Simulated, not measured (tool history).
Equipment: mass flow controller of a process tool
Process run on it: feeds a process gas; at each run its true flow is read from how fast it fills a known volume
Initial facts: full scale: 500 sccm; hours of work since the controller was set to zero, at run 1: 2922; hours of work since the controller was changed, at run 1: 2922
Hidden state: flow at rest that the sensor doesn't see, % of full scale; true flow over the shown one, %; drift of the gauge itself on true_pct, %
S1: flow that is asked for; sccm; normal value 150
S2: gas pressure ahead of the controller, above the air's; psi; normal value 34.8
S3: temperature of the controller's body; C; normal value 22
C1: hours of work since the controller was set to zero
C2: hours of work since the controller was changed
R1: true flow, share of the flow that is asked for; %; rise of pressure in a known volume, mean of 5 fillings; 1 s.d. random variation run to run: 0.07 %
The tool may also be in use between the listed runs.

run,day,S1,S2,S3,C1,C2,R1
1,0,150,34.8,22,2922,2922,97.61
2,4.696,150,34.8,22,2999,2999,97.5
3,7.188,150,34.8,22,3040,3040,97.54
4,11.917,150,34.8,22,3117,3117,97.38
5,14.95,150,34.8,22,3167,3167,97.54
6,18.688,150,34.8,22,3228,3228,97.44
7,22.542,110,34.8,22,3291,3291,96.56
8,27.238,110,34.8,22,3367,3367,96.42
9,30.667,110,34.8,22,3423,3423,96.51
10,34.358,110,34.8,22,3484,3484,96.35
11,36.962,110,34.8,26,3526,3526,96.59
# day 37.338: controller's zero set anew
12,40.688,123,34.8,22,55,3587,95.8
13,43.896,150,34.8,22,107,3639,96.69
14,46.538,64,28.7,38,150,3683,93.32
15,50.633,150,34.8,34,217,3750,97.34
16,52.833,146,34.8,38,253,3786,97.58
# day 53.625: controller's zero set anew, once more
17,56.088,159,34.8,21,40,3838,99.58
18,58.608,159,34.8,21,81,3880,99.72
19,61.462,148,34.8,33,128,3926,100.53
20,64.725,102,34.4,33,181,3980,100.21
21,67.538,113,34.8,20,227,4026,99.29
22,71.117,199,40.3,32,286,4084,100.4
23,73.921,199,40.3,32,332,4130,100.32
24,76.983,153,32.6,27,382,4180,99.84
25,79.688,398,32.1,22,426,4224,100.46

Forecast each of these 5 alternatives for the next run:
A,83.608,150,23.5,24,490,4288,?
B,83.608,398,32.1,36,490,4288,?
C,83.608,124,34.8,22,490,4288,?
D,83.608,303,24.1,22,490,4288,?
E,83.608,150,32.9,24,490,4288,?

run,R1
A,99.72
B,101.41
C,99.44
D,100.22
E,99.56
Without the tool's hidden state the same runs would have given:
run,R1
A,98.98
B,100.47
C,98.76
D,99.31
E,98.82
